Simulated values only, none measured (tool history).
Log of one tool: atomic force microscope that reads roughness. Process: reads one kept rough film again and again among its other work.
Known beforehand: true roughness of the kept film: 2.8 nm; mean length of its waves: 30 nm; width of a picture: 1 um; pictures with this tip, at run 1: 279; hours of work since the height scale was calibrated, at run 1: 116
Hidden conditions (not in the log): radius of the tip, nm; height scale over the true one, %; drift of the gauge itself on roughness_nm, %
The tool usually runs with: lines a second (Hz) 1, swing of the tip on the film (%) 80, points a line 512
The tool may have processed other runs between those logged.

run,hour,lines a second (Hz),swing of the tip on the film (%),points a line,pictures with this tip,hours of work since the height scale was calibrated,roughness of the kept film (nm (root mean square))
1,0,1,80,512,279,116,2.174
2,33.2,1,80,263,317,131,2.146
# hour 76.8: new tip fitted
3,91.5,1,80,487,16,158,2.346
4,131.7,1,80,512,62,177,2.309
5,196.3,1,80,512,135,208,2.253
6,235.5,0.91,80,512,180,226,2.244
7,286.4,1,80,512,237,250,2.189
8,318.3,1,80,512,274,265,2.162
9,361.3,2.49,80,512,322,285,1.857
# hour 396.9: new tip fitted
10,403.3,1,74,512,7,305,2.439
11,437.4,1,74,512,46,321,2.394
12,489.3,1,74,512,105,345,2.353
13,525.3,1,74,512,146,362,2.321
14,551.2,1,74,512,175,374,2.288
15,601.6,1,74,512,233,398,2.264
16,637.5,1,69,512,273,415,2.274
17,666.8,1,69,512,307,429,2.269
18,710,0.92,69,267,356,449,2.208
# hour 719.7: new tip fitted
19,751.7,3.41,90,558,36,468,1.61
20,792.2,2.62,86,782,82,487,1.857
21,838.6,1,69,512,135,509,2.388
22,896.9,1,69,512,201,537,2.327
23,952.3,2.72,80,419,264,563,1.869
24,1010.1,2.72,80,419,330,590,1.816
# hour 1041.3: new tip fitted
25,1044.8,0.96,80,512,3,606,2.401
26,1089.3,0.96,80,512,54,627,2.355
27,1128.6,0.96,80,512,99,645,2.329
28,1192.4,3.24,81,867,171,675,1.821
29,1235.1,1.41,55,460,219,695,2.385
30,1271.2,0.81,80,449,260,712,2.254
31,1328.9,1.28,80,512,326,740,2.091
# hour 1363.8: new tip fitted
32,1364.9,1,80,769,1,756,2.416
33,1405.7,1,80,769,47,775,2.351
34,1456.5,1,80,769,105,799,2.344

Here are 3 independent what-if runs from the current tool condition. What would each one return?
A,1484.9,3.96,69,276,137,813,?
B,1484.9,3.18,62,478,137,813,?
C,1484.9,1.39,80,769,137,813,?

run,roughness of the kept film (nm (root mean square))
A,2.019
B,2.252
C,2.24
Without the tool's unlogged condition, the same runs would have read:
run,roughness of the kept film (nm (root mean square))
A,2.075
B,2.314
C,2.302
